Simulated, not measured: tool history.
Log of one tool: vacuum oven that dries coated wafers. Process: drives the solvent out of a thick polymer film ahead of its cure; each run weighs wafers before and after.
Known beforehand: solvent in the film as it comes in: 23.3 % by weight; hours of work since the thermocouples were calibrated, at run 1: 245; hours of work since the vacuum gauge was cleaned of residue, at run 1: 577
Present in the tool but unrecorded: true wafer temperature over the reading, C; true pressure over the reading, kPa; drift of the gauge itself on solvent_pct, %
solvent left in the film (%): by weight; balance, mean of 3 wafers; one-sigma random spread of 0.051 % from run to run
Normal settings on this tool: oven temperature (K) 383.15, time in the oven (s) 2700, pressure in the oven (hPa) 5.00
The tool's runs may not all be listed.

run,hour,oven temperature (K),time in the oven (s),pressure in the oven (hPa),hours of work since the thermocouples were calibrated,hours of work since the vacuum gauge was cleaned of residue,solvent left in the film (%)
1,0.0,383.15,2700,5.00,245,577,1.07
2,15.9,383.15,2700,5.00,258,590,1.18
3,34.5,383.15,2700,5.00,273,605,1.15
4,46.7,383.15,4740,5.00,282,614,0.44
5,66.2,385.15,4740,5.00,298,630,0.23
6,87.0,385.15,4740,5.00,314,646,0.24
7,107.0,385.15,4740,5.00,330,662,0.28
8,126.2,385.15,4740,7.00,346,678,0.37
9,136.7,383.15,2700,11.20,354,686,1.53
10,156.9,383.15,2700,11.20,370,702,1.46
11,176.8,383.15,2700,11.20,386,718,1.50
12,194.3,383.15,2700,11.20,400,732,1.44
13,212.0,383.15,2700,11.20,414,746,1.54
14,231.5,383.15,2700,11.20,429,761,1.52
15,251.3,383.15,2700,11.20,445,777,1.60
16,260.8,383.15,2700,11.20,453,785,1.49
17,277.4,383.15,2700,14.75,466,798,1.70
18,296.9,383.15,2700,14.75,481,813,1.68
19,313.6,383.15,2700,14.75,495,827,1.70
20,328.7,383.15,2700,14.75,507,839,1.70
21,337.6,383.15,2700,14.75,514,846,1.73
22,350.5,383.15,2700,5.00,524,856,1.37
23,364.8,383.15,2700,5.00,535,867,1.33
24,382.4,373.15,2700,5.00,549,881,4.41
25,396.7,373.15,2340,17.53,561,893,6.10
26,413.1,373.15,2340,17.53,574,906,6.11
# hour 416.1: oven's thermocouples calibrated
27,430.0,376.15,3780,3.22,11,918,1.87
28,446.4,376.15,3780,3.22,24,931,1.83
# hour 456.1: oven's thermocouples calibrated, once more
29,463.9,369.15,2400,5.00,6,943,6.56
30,474.7,394.15,2400,5.00,15,952,0.31
31,485.2,395.15,2700,10.58,23,960,0.41

Predict the results of run 32:
32,495.9,390.15,2760,3.75,32,969,?

{"run 32": {"solvent left in the film (%)": 0.43}}
With no hidden state in the tool, this same run would have given solvent left in the film (%) 0.34.
